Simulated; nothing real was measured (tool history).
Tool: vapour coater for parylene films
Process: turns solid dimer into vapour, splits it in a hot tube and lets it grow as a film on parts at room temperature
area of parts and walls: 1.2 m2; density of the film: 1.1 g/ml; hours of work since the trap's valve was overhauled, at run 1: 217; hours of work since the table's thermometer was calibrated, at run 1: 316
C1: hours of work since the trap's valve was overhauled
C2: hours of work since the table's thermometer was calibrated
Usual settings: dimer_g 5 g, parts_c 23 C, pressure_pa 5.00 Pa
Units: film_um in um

run 1 hour=0.0 | dimer_g=5 parts_c=23 pressure_pa=5.00 | C1=217 C2=316 | film_um=1.82
run 2 hour=26.7 | dimer_g=5 parts_c=23 pressure_pa=5.00 | C1=230 C2=329 | film_um=1.80
run 3 hour=59.6 | dimer_g=5 parts_c=23 pressure_pa=5.00 | C1=246 C2=345 | film_um=1.80
run 4 hour=87.9 | dimer_g=5 parts_c=23 pressure_pa=5.00 | C1=260 C2=358 | film_um=1.80
run 5 hour=119.6 | dimer_g=5 parts_c=23 pressure_pa=5.00 | C1=275 C2=374 | film_um=1.77
run 6 hour=147.6 | dimer_g=5 parts_c=23 pressure_pa=5.00 | C1=289 C2=387 | film_um=1.76
run 7 hour=162.9 | dimer_g=5 parts_c=23 pressure_pa=5.00 | C1=296 C2=395 | film_um=1.77
run 8 hour=190.5 | dimer_g=5 parts_c=15 pressure_pa=5.00 | C1=309 C2=408 | film_um=2.12
run 9 hour=215.7 | dimer_g=5 parts_c=23 pressure_pa=5.00 | C1=322 C2=420 | film_um=1.75
run 10 hour=245.4 | dimer_g=5 parts_c=23 pressure_pa=5.00 | C1=336 C2=435 | film_um=1.74
run 11 hour=273.2 | dimer_g=5 parts_c=23 pressure_pa=3.93 | C1=349 C2=448 | film_um=1.80
run 12 hour=288.2 | dimer_g=5 parts_c=23 pressure_pa=5.00 | C1=357 C2=455 | film_um=1.72
run 13 hour=317.8 | dimer_g=5 parts_c=23 pressure_pa=5.00 | C1=371 C2=470 | film_um=1.72
-- hour=324.4 trap's valve overhauled
run 14 hour=357.2 | dimer_g=5 parts_c=23 pressure_pa=5.00 | C1=16 C2=487 | film_um=2.02
run 15 hour=373.7 | dimer_g=5 parts_c=18 pressure_pa=5.00 | C1=24 C2=495 | film_um=2.22
run 16 hour=405.4 | dimer_g=5 parts_c=16 pressure_pa=5.00 | C1=39 C2=510 | film_um=2.32
run 17 hour=425.5 | dimer_g=6 parts_c=23 pressure_pa=5.00 | C1=49 C2=520 | film_um=2.36
run 18 hour=454.7 | dimer_g=6 parts_c=23 pressure_pa=5.00 | C1=63 C2=534 | film_um=2.33
run 19 hour=479.4 | dimer_g=5 parts_c=27 pressure_pa=5.00 | C1=75 C2=546 | film_um=1.76
run 20 hour=508.7 | dimer_g=5 parts_c=27 pressure_pa=5.00 | C1=89 C2=560 | film_um=1.74
run 21 hour=536.6 | dimer_g=5 parts_c=27 pressure_pa=5.00 | C1=103 C2=574 | film_um=1.76
run 22 hour=554.2 | dimer_g=5 parts_c=27 pressure_pa=5.00 | C1=111 C2=582 | film_um=1.72
run 23 hour=582.6 | dimer_g=5 parts_c=21 pressure_pa=5.00 | C1=125 C2=596 | film_um=1.99
run 24 hour=613.4 | dimer_g=5 parts_c=23 pressure_pa=2.51 | C1=140 C2=611 | film_um=2.09
run 25 hour=639.5 | dimer_g=5 parts_c=34 pressure_pa=5.00 | C1=153 C2=624 | film_um=1.45
run 26 hour=666.9 | dimer_g=5 parts_c=34 pressure_pa=5.00 | C1=166 C2=637 | film_um=1.43
run 27 hour=693.3 | dimer_g=6 parts_c=23 pressure_pa=5.00 | C1=179 C2=650 | film_um=2.22
run 28 hour=715.6 | dimer_g=2 parts_c=27 pressure_pa=7.43 | C1=190 C2=661 | film_um=0.63
run 29 hour=749.5 | dimer_g=2 parts_c=29 pressure_pa=5.66 | C1=206 C2=677 | film_um=0.61
run 30 hour=766.1 | dimer_g=5 parts_c=20 pressure_pa=4.60 | C1=214 C2=685 | film_um=1.99
run 31 hour=782.8 | dimer_g=5 parts_c=20 pressure_pa=4.60 | C1=222 C2=693 | film_um=1.96
run 32 hour=816.6 | dimer_g=5 parts_c=20 pressure_pa=4.60 | C1=238 C2=710 | film_um=1.97
run 33 hour=832.1 | dimer_g=5 parts_c=20 pressure_pa=4.60 | C1=246 C2=717 | film_um=1.95
run 34 hour=852.0 | dimer_g=5 parts_c=20 pressure_pa=4.60 | C1=256 C2=727 | film_um=1.94
run 35 hour=872.3 | dimer_g=4 parts_c=20 pressure_pa=3.61 | C1=265 C2=737 | film_um=1.62
run 36 hour=890.8 | dimer_g=5 parts_c=22 pressure_pa=5.00 | C1=274 C2=746 | film_um=1.83
run 37 hour=925.4 | dimer_g=5 parts_c=22 pressure_pa=5.00 | C1=291 C2=762 | film_um=1.81
run 38 hour=942.9 | dimer_g=5 parts_c=22 pressure_pa=5.00 | C1=300 C2=771 | film_um=1.82
run 39 hour=971.5 | dimer_g=3 parts_c=23 pressure_pa=3.38 | C1=314 C2=785 | film_um=1.10
run 40 hour=988.1 | dimer_g=3 parts_c=23 pressure_pa=3.38 | C1=322 C2=793 | film_um=1.11
run 41 hour=1022.0 | dimer_g=3 parts_c=23 pressure_pa=3.38 | C1=338 C2=809 | film_um=1.10
run 42 hour=1051.0 | dimer_g=3 parts_c=23 pressure_pa=4.08 | C1=352 C2=823 | film_um=1.07
run 43 hour=1066.9 | dimer_g=2 parts_c=23 pressure_pa=3.43 | C1=360 C2=831 | film_um=0.71
run 44 hour=1085.7 | dimer_g=8 parts_c=23 pressure_pa=10.45 | C1=369 C2=840 | film_um=2.44
-- hour=1096.6 trap's valve overhauled
run 45 hour=1105.0 | dimer_g=8 parts_c=23 pressure_pa=5.00 | C1=4 C2=847 | film_um=3.20
run 46 hour=1132.6 | dimer_g=8 parts_c=23 pressure_pa=5.00 | C1=17 C2=861 | film_um=3.18
run 47 hour=1156.2 | dimer_g=6 parts_c=31 pressure_pa=5.00 | C1=29 C2=872 | film_um=1.99

Hidden state or all else? Some run-to-run changes of film_um, split into what the settings, what came in and random variation would give without the hidden state, and what is left for the hidden state (with any gauge scatter that isn't in both results):
The hidden state here: vapour lost through the trap's worn valve, %; true temperature of the parts over the reading, C; drift of the gauge itself on film_um, %.
Run 13 -> 14: trap's valve overhauled. film_um +0.30 um: hidden state +0.28, all else +0.02.
Run 27 -> 28: dimer_g 6 -> 2, parts_c 23 -> 27, pressure_pa 5.00 -> 7.43. film_um -1.59 um: hidden state +0.11, all else -1.70.
Run 29 -> 30: dimer_g 2 -> 5, parts_c 29 -> 20, pressure_pa 5.66 -> 4.60. film_um +1.38 um: hidden state -0.12, all else +1.50.
Run 43 -> 44: dimer_g 2 -> 8, pressure_pa 3.43 -> 10.45. film_um +1.73 um: hidden state -0.30, all else +2.03.
Run 44 -> 45: pressure_pa 10.45 -> 5.00, trap's valve overhauled. film_um +0.76 um: hidden state +0.42, all else +0.34.

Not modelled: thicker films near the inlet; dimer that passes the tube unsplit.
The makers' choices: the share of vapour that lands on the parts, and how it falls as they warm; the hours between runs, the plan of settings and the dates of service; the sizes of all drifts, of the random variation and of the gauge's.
